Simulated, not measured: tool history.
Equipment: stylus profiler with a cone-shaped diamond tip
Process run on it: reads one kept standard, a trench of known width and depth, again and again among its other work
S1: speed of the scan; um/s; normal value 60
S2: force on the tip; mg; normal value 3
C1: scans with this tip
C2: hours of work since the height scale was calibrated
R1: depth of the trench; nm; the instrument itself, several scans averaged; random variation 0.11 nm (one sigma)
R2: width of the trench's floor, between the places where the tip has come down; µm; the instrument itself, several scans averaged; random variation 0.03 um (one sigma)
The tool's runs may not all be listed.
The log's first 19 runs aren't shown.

run 20 hour=413.4 | S1=60 S2=3 | C1=2672 C2=275 | R1=204.03 R2=97.68
run 21 hour=434.3 | S1=61 S2=7.08 | C1=2802 C2=288 | R1=207.12 R2=97.73
run 22 hour=457.4 | S1=174 S2=2.56 | C1=2944 C2=303 | R1=203.81 R2=97.31
run 23 hour=483.4 | S1=174 S2=2.56 | C1=3105 C2=320 | R1=203.9 R2=97.32
run 24 hour=513.7 | S1=174 S2=2.56 | C1=3292 C2=339 | R1=203.67 R2=97.28
run 25 hour=535.4 | S1=19 S2=3.46 | C1=3426 C2=353 | R1=204.76 R2=97.75
run 26 hour=562.2 | S1=19 S2=3.46 | C1=3592 C2=370 | R1=204.68 R2=97.81
run 27 hour=591.1 | S1=142 S2=2.45 | C1=3771 C2=388 | R1=203.53 R2=97.37
run 28 hour=605.3 | S1=197 S2=3 | C1=3858 C2=397 | R1=204.2 R2=97.25
run 29 hour=627.7 | S1=77 S2=1.28 | C1=3997 C2=411 | R1=202.65 R2=97.47
run 30 hour=642.2 | S1=16 S2=1.65 | C1=4086 C2=421 | R1=202.98 R2=97.73
run 31 hour=673.3 | S1=239 S2=5.28 | C1=4279 C2=441 | R1=206.21 R2=97.28
run 32 hour=691.3 | S1=239 S2=5.28 | C1=4390 C2=452 | R1=206.31 R2=97.35
run 33 hour=721.2 | S1=97 S2=6.46 | C1=4575 C2=471 | R1=207.02 R2=97.52
run 34 hour=752.6 | S1=193 S2=1.35 | C1=4769 C2=491 | R1=202.57 R2=96.9
run 35 hour=778.8 | S1=193 S2=1.35 | C1=4931 C2=508 | R1=202.94 R2=97.01
run 36 hour=807 | S1=65 S2=1.55 | C1=5105 C2=526 | R1=202.92 R2=97.46
run 37 hour=830.9 | S1=49 S2=1.28 | C1=5253 C2=541 | R1=202.72 R2=97.49
run 38 hour=851.2 | S1=67 S2=3.26 | C1=5378 C2=554 | R1=204.73 R2=97.49
run 39 hour=875.8 | S1=31 S2=4.62 | C1=5530 C2=569 | R1=205.67 R2=97.59
run 40 hour=889.7 | S1=31 S2=4.62 | C1=5616 C2=578 | R1=205.81 R2=97.62

Predict each of these 5 candidate next runs independently; none follows another, all start after run 40:
run A hour=911.1 | S1=20 S2=1.39 | C1=5748 C2=592 | R1=? R2=?
run B hour=911.1 | S1=31 S2=1.62 | C1=5748 C2=592 | R1=? R2=?
run C hour=911.1 | S1=60 S2=1.56 | C1=5748 C2=592 | R1=? R2=?
run D hour=911.1 | S1=183 S2=3.14 | C1=5748 C2=592 | R1=? R2=?
run E hour=911.1 | S1=36 S2=1.27 | C1=5748 C2=592 | R1=? R2=?

run=A R1=202.88 R2=97.63
run=B R1=203.09 R2=97.55
run=C R1=203.09 R2=97.53
run=D R1=204.65 R2=97.18
run=E R1=202.91 R2=97.53
Stripped of hidden state, with their random variation kept, the same runs would have yielded:
run=A R1=202.27 R2=98
run=B R1=202.47 R2=97.92
run=C R1=202.48 R2=97.9
run=D R1=204.03 R2=97.55
run=E R1=202.3 R2=97.9
